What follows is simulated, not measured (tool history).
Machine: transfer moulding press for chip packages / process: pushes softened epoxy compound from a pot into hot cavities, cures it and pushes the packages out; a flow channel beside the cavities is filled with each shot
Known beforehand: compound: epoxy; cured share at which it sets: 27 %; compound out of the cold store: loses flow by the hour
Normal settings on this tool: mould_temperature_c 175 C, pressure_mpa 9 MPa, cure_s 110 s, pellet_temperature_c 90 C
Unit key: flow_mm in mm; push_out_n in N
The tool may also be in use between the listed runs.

run	day	mould_temperature_c	pressure_mpa	cure_s	pellet_temperature_c	incoming compound's hours out of the cold store	flow_mm	push_out_n
1	0	175	9	110	90	30.4	581	221
# day 1.229: cavities cleaned with cleaning compound and waxed
# day 3.271: cavities cleaned with cleaning compound and waxed
2	3.562	182	9	110	90	11.6	633	196
# day 5.638: cavities cleaned with cleaning compound and waxed
3	5.8	182	9	110	90	16.7	609	179
# day 7.896: cavities cleaned with cleaning compound and waxed
4	9.771	182	9	110	90	21.6	580	232
# day 10.192: cavities cleaned with cleaning compound and waxed
# day 12.325: cavities cleaned with cleaning compound and waxed
5	12.604	182	9	110	90	30.1	543	196
# day 13.979: plunger's sealing rings changed
# day 14.7: cavities cleaned with cleaning compound and waxed
6	16.046	175	7.08	110	90	27.2	538	244
# day 16.792: cavities cleaned with cleaning compound and waxed
# day 19.075: cavities cleaned with cleaning compound and waxed
7	19.833	175	9	110	90	20.2	630	231
# day 21.267: cavities cleaned with cleaning compound and waxed
8	22.362	175	9	113	90	32.3	566	239
# day 23.412: cavities cleaned with cleaning compound and waxed
9	24.233	167	9	110	90	15.8	655	381
# day 25.467: cavities cleaned with cleaning compound and waxed
10	26.546	167	9	110	90	30.7	582	368
# day 27.621: cavities cleaned with cleaning compound and waxed
# day 29.75: cavities cleaned with cleaning compound and waxed
11	29.996	175	9	110	90	32.3	557	213
# day 31.992: cavities cleaned with cleaning compound and waxed
12	33.646	175	9	110	90	43.2	514	255
# day 34.096: cavities cleaned with cleaning compound and waxed
# day 36.267: cavities cleaned with cleaning compound and waxed
13	37.879	178	8	149	92	12.1	583	223

Run 14, settings as shown, results not yet in. Your forecast:
# day 38.488: cavities cleaned with cleaning compound and waxed
# day 40.304: plunger's sealing rings changed
# day 40.683: cavities cleaned with cleaning compound and waxed
14	42.1	175	10.16	97	95	34.3	?	?

flow_mm: 621 mm
push_out_n: 297 N
Had the tool carried no hidden state, the very same run would have given flow_mm 624 mm, push_out_n 226 N.
